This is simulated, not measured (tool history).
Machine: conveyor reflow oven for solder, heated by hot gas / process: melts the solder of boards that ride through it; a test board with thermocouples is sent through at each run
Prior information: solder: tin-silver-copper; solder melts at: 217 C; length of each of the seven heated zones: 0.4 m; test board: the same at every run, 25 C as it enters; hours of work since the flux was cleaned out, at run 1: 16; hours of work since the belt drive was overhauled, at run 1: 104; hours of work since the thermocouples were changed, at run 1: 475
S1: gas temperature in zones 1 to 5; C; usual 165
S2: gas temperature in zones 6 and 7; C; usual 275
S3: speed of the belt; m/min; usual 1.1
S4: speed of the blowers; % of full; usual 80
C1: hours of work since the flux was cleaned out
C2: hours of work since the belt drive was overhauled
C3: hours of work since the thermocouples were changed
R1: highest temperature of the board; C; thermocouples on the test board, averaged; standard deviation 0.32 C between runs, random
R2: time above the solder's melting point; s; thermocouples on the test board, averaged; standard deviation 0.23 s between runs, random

run	hour	S1	S2	S3	S4	C1	C2	C3	R1	R2
1	0	165	275	1.1	80	16	104	475	253.5	31.3
2	14	165	275	1.1	79	24	112	483	253.7	30.8
3	21.6	165	275	1.1	79	28	116	487	253.5	30.7
4	39.7	165	275	1.1	79	38	126	497	253.8	31.2
5	54.2	165	275	1.1	79	46	134	506	253.7	30.7
6	65.4	165	275	1.1	79	53	141	512	254.1	31.4
7	80	174	277	0.93	80	61	149	520	263.5	43.7
8	93.3	174	277	0.93	80	68	156	528	263.6	43.3
9	104	165	274	0.97	76	74	162	534	256.7	37.1
10	121.1	165	282	1.1	55	84	172	543	250.1	28.4
11	130.3	172	275	1.1	53	89	177	548	246	27.8

Branching from run 11: 5 alternative next runs. What would each branch give?
A	144.8	165	275	1.19	80	97	185	556	?	?
B	144.8	172	279	0.9	53	97	185	556	?	?
C	144.8	165	275	1.1	71	97	185	556	?	?
D	144.8	172	273	1.23	53	97	185	556	?	?
E	144.8	179	275	1.1	80	97	185	556	?	?

run	R1	R2
A	250.7	26.8
B	258	41.8
C	251	29.5
D	239.2	20
E	257.1	34.8
What these runs would have given with no unlogged condition in the tool:
run	R1	R2
A	249.5	26.1
B	256.4	40.9
C	249.7	28.8
D	237.9	19.2
E	255.7	34.1
